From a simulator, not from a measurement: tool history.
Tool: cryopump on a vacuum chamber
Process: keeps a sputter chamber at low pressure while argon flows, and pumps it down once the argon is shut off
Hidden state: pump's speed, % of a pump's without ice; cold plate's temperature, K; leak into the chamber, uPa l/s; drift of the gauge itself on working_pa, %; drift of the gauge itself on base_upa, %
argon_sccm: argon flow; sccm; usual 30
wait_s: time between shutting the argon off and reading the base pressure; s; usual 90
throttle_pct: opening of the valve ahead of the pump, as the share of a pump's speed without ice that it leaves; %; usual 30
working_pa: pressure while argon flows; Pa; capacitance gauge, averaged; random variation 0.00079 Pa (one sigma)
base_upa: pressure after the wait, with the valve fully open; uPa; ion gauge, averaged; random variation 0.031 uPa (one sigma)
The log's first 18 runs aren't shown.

| run | hour | argon_sccm | wait_s | throttle_pct | hours of work since the pump was warmed up and emptied | hours of work since the cold head was overhauled | hours of work since the chamber's fittings were tightened | working_pa | base_upa |
|---|---|---|---|---|---|---|---|---|---|
| 19 | 415.2 | 27 | 90 | 30 | 132 | 1196 | 1312 | 0.1391 | 4.19 |
| 20 | 436.7 | 15 | 23 | 31 | 151 | 1215 | 1331 | 0.0740 | 7.84 |
| 21 | 450.2 | 40 | 166 | 29 | 162 | 1227 | 1343 | 0.2140 | 3.58 |
| 22 | 477.3 | 16 | 51 | 40 | 186 | 1251 | 1367 | 0.0623 | 5.35 |
| 23 | 494.7 | 16 | 51 | 40 | 202 | 1266 | 1382 | 0.0625 | 5.36 |
| 24 | 523.2 | 25 | 141 | 30 | 227 | 1291 | 1407 | 0.1298 | 3.93 |
| 25 | 547.2 | 25 | 141 | 30 | 248 | 1313 | 1428 | 0.1304 | 4.06 |
| 26 | 577.5 | 12 | 90 | 45 | 275 | 1339 | 1455 | 0.0431 | 4.65 |
| 27 | 604.1 | 26 | 193 | 17 | 298 | 1363 | 1478 | 0.2366 | 4.02 |
| 28 | 626.5 | 38 | 54 | 21 | 318 | 1382 | 1498 | 0.2839 | 5.74 |
| 29 | 659.1 | 38 | 54 | 21 | 347 | 1411 | 1527 | 0.2830 | 5.65 |
| 30 | 673.4 | 60 | 286 | 22 | 359 | 1424 | 1540 | 0.4298 | 4.08 |
| 31 | 688.1 | 20 | 53 | 30 | 372 | 1437 | 1553 | 0.1059 | 5.80 |
| 32 | 702.6 | 20 | 53 | 30 | 385 | 1450 | 1565 | 0.1056 | 5.94 |
| 33 | 722.2 | 16 | 233 | 18 | 402 | 1467 | 1583 | 0.1394 | 4.18 |

Forecast each of these 5 alternatives for the next run:
| A | 746.2 | 43 | 29 | 30 | 424 | 1488 | 1604 | ? | ? |
| B | 746.2 | 30 | 169 | 22 | 424 | 1488 | 1604 | ? | ? |
| C | 746.2 | 44 | 32 | 25 | 424 | 1488 | 1604 | ? | ? |
| D | 746.2 | 28 | 122 | 57 | 424 | 1488 | 1604 | ? | ? |
| E | 746.2 | 56 | 78 | 58 | 424 | 1488 | 1604 | ? | ? |

| run | working_pa | base_upa |
|---|---|---|
| A | 0.2297 | 7.91 |
| B | 0.2138 | 4.52 |
| C | 0.2811 | 7.29 |
| D | 0.0830 | 4.83 |
| E | 0.1600 | 5.41 |
Without the tool's hidden state the same runs would have given:
| run | working_pa | base_upa |
|---|---|---|
| A | 0.2182 | 4.30 |
| B | 0.2057 | 0.96 |
| C | 0.2692 | 3.80 |
| D | 0.0754 | 1.24 |
| E | 0.1450 | 1.78 |
